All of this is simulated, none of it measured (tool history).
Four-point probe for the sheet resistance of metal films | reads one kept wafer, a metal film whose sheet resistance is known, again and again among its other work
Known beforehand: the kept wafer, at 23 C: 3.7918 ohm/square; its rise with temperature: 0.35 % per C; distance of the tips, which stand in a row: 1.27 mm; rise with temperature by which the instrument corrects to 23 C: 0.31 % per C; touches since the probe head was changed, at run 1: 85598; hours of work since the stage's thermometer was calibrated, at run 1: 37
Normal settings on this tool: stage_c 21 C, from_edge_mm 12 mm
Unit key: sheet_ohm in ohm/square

run	hour	stage_c	from_edge_mm	touches since the probe head was changed	hours of work since the stage's thermometer was calibrated	sheet_ohm
1	0	21	12	85598	37	3.842802
2	12.2	21	12	86308	47	3.843119
3	23.2	21	12	86943	56	3.842882
4	36.3	21	12	87702	66	3.842742
5	46.7	21	23	88307	74	3.827542
6	62.8	19	12	89241	87	3.841232
7	71.6	19	12	89751	94	3.841525
8	91.4	19	12	90902	109	3.842707
9	110.9	31	33	92034	124	3.841301
10	128.5	23	21	93053	138	3.832707
11	146.5	23	18	94096	152	3.836008

Consider 4 possible next runs. They are alternatives, not a sequence: every one starts from the tool as it was left by run 11. What does each give?
A	159.9	35	15	94878	163	?
B	159.9	21	9	94878	163	?
C	159.9	19	18	94878	163	?
D	159.9	35	18	94878	163	?

run	sheet_ohm
A	3.860297
B	3.865044
C	3.830452
D	3.854986
What these runs would have given with no unlogged condition in the tool:
run	sheet_ohm
A	3.825436
B	3.830216
C	3.795923
D	3.82017
